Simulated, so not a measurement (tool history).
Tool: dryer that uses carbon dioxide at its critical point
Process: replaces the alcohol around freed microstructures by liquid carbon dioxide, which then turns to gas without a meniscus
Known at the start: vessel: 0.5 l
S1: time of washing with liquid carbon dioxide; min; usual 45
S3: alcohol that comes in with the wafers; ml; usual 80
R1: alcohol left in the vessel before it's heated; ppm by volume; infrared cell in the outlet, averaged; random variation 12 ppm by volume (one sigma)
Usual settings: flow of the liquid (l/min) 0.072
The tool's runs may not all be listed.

{"run": 1, "day": 0.0, "S1": 45, "flow of the liquid (l/min)": 0.072, "S3": 80, "R1": 983}
{"run": 2, "day": 0.533, "S1": 45, "flow of the liquid (l/min)": 0.072, "S3": 40, "R1": 623}
{"run": 3, "day": 1.129, "S1": 45, "flow of the liquid (l/min)": 0.072, "S3": 80, "R1": 1013}
{"run": 4, "day": 2.125, "S1": 45, "flow of the liquid (l/min)": 0.072, "S3": 80, "R1": 1055}
{"run": 5, "day": 2.904, "S1": 45, "flow of the liquid (l/min)": 0.072, "S3": 80, "R1": 1091}
{"run": 6, "day": 3.417, "S1": 45, "flow of the liquid (l/min)": 0.072, "S3": 80, "R1": 1063}
{"run": 7, "day": 4.283, "S1": 45, "flow of the liquid (l/min)": 0.072, "S3": 80, "R1": 1126}
{"day": 4.862, "done": "purifier's bed changed"}
{"run": 8, "day": 5.096, "S1": 47, "flow of the liquid (l/min)": 0.072, "S3": 80, "R1": 693}
{"run": 9, "day": 5.871, "S1": 47, "flow of the liquid (l/min)": 0.072, "S3": 80, "R1": 717}
{"run": 10, "day": 6.854, "S1": 47, "flow of the liquid (l/min)": 0.072, "S3": 80, "R1": 753}
{"run": 11, "day": 7.667, "S1": 47, "flow of the liquid (l/min)": 0.072, "S3": 80, "R1": 769}
{"run": 12, "day": 8.125, "S1": 45, "flow of the liquid (l/min)": 0.0653, "S3": 80, "R1": 1518}
{"run": 13, "day": 8.904, "S1": 45, "flow of the liquid (l/min)": 0.1203, "S3": 80, "R1": 72}
{"run": 14, "day": 10.012, "S1": 37, "flow of the liquid (l/min)": 0.072, "S3": 80, "R1": 2474}
{"run": 15, "day": 10.467, "S1": 37, "flow of the liquid (l/min)": 0.072, "S3": 80, "R1": 2481}
{"run": 16, "day": 10.979, "S1": 38, "flow of the liquid (l/min)": 0.0819, "S3": 80, "R1": 1282}
{"run": 17, "day": 12.05, "S1": 30, "flow of the liquid (l/min)": 0.0456, "S3": 41, "R1": 10025}
{"day": 12.512, "done": "inlet filter changed"}
{"run": 18, "day": 13.05, "S1": 59, "flow of the liquid (l/min)": 0.1214, "S3": 30, "R1": 91}
{"run": 19, "day": 13.642, "S1": 68, "flow of the liquid (l/min)": 0.0859, "S3": 30, "R1": 102}
{"run": 20, "day": 14.596, "S1": 28, "flow of the liquid (l/min)": 0.072, "S3": 30, "R1": 2336}
{"run": 21, "day": 15.05, "S1": 45, "flow of the liquid (l/min)": 0.0654, "S3": 80, "R1": 1405}
{"run": 22, "day": 15.575, "S1": 58, "flow of the liquid (l/min)": 0.072, "S3": 23, "R1": 172}
{"run": 23, "day": 16.475, "S1": 38, "flow of the liquid (l/min)": 0.072, "S3": 54, "R1": 1405}
{"run": 24, "day": 17.554, "S1": 38, "flow of the liquid (l/min)": 0.072, "S3": 28, "R1": 828}
{"run": 25, "day": 18.312, "S1": 38, "flow of the liquid (l/min)": 0.063, "S3": 29, "R1": 1439}

The next listed run, before its measurement:
{"run": 26, "day": 18.975, "S1": 55, "flow of the liquid (l/min)": 0.072, "S3": 80, "R1": "?"}

R1: 440 ppm by volume
Without the tool's hidden state the same run would have given R1 226 ppm by volume.

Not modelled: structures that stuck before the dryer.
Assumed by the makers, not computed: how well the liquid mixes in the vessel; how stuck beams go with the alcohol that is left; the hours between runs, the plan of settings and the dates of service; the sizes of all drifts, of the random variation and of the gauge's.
